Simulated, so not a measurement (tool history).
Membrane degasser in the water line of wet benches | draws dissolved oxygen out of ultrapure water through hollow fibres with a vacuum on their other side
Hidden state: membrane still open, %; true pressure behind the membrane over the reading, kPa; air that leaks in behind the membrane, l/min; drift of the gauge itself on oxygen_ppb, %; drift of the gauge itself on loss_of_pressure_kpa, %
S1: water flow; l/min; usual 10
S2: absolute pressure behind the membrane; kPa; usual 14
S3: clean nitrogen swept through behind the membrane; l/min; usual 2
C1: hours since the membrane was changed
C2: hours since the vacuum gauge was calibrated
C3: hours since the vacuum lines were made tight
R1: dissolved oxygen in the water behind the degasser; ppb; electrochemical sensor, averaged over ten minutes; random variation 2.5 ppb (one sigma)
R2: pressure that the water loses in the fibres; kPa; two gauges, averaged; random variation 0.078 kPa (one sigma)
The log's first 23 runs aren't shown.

{"hour": 6112.8, "done": "membrane cartridge changed"}
{"run": 24, "hour": 6112.8, "S1": 15, "S2": 31.2, "S3": 1.37, "C1": 0, "C2": 2578, "C3": 956, "R1": 1057.1, "R2": 43.46}
{"run": 25, "hour": 6447.3, "S1": 16, "S2": 14, "S3": 0.83, "C1": 335, "C2": 2912, "C3": 1291, "R1": 895.3, "R2": 46.58}
{"run": 26, "hour": 6664.8, "S1": 9, "S2": 27, "S3": 0.83, "C1": 552, "C2": 3130, "C3": 1508, "R1": 752.2, "R2": 26.14}
{"hour": 6854.4, "done": "vacuum gauge calibrated"}
{"run": 27, "hour": 6945.8, "S1": 10, "S2": 12.6, "S3": 2, "C1": 832, "C2": 91, "C3": 1789, "R1": 345.2, "R2": 29.22}
{"run": 28, "hour": 7155.4, "S1": 9, "S2": 12.6, "S3": 2, "C1": 1042, "C2": 301, "C3": 1998, "R1": 294.1, "R2": 26.22}
{"run": 29, "hour": 7361.4, "S1": 9, "S2": 12.6, "S3": 2, "C1": 1248, "C2": 507, "C3": 2204, "R1": 300, "R2": 26.2}
{"run": 30, "hour": 7613.5, "S1": 7, "S2": 11.8, "S3": 1.43, "C1": 1500, "C2": 759, "C3": 2457, "R1": 225.3, "R2": 20.41}
{"run": 31, "hour": 7873.8, "S1": 7, "S2": 17.2, "S3": 3.65, "C1": 1761, "C2": 1019, "C3": 2717, "R1": 190.9, "R2": 20.42}

5 ways to go on from here, each from the tool as it stands after run 31. What would each give?
{"run": "A", "hour": 8060.9, "S1": 15, "S2": 26.1, "S3": 2.21, "C1": 1948, "C2": 1207, "C3": 2904, "R1": "?", "R2": "?"}
{"run": "B", "hour": 8060.9, "S1": 8, "S2": 21.7, "S3": 0.91, "C1": 1948, "C2": 1207, "C3": 2904, "R1": "?", "R2": "?"}
{"run": "C", "hour": 8060.9, "S1": 9, "S2": 20.2, "S3": 2.73, "C1": 1948, "C2": 1207, "C3": 2904, "R1": "?", "R2": "?"}
{"run": "D", "hour": 8060.9, "S1": 10, "S2": 31.7, "S3": 5.41, "C1": 1948, "C2": 1207, "C3": 2904, "R1": "?", "R2": "?"}
{"run": "E", "hour": 8060.9, "S1": 7, "S2": 30.2, "S3": 3.65, "C1": 1948, "C2": 1207, "C3": 2904, "R1": "?", "R2": "?"}

run=A R1=783.6 R2=43.82
run=B R1=540 R2=23.45
run=C R1=333.3 R2=26.47
run=D R1=364.9 R2=29.31
run=E R1=245.1 R2=20.39
Without the tool's hidden state the same runs would have given:
run=A R1=767.8 R2=43.49
run=B R1=523.5 R2=23.28
run=C R1=323.4 R2=26.28
run=D R1=355 R2=29.09
run=E R1=236.2 R2=20.23

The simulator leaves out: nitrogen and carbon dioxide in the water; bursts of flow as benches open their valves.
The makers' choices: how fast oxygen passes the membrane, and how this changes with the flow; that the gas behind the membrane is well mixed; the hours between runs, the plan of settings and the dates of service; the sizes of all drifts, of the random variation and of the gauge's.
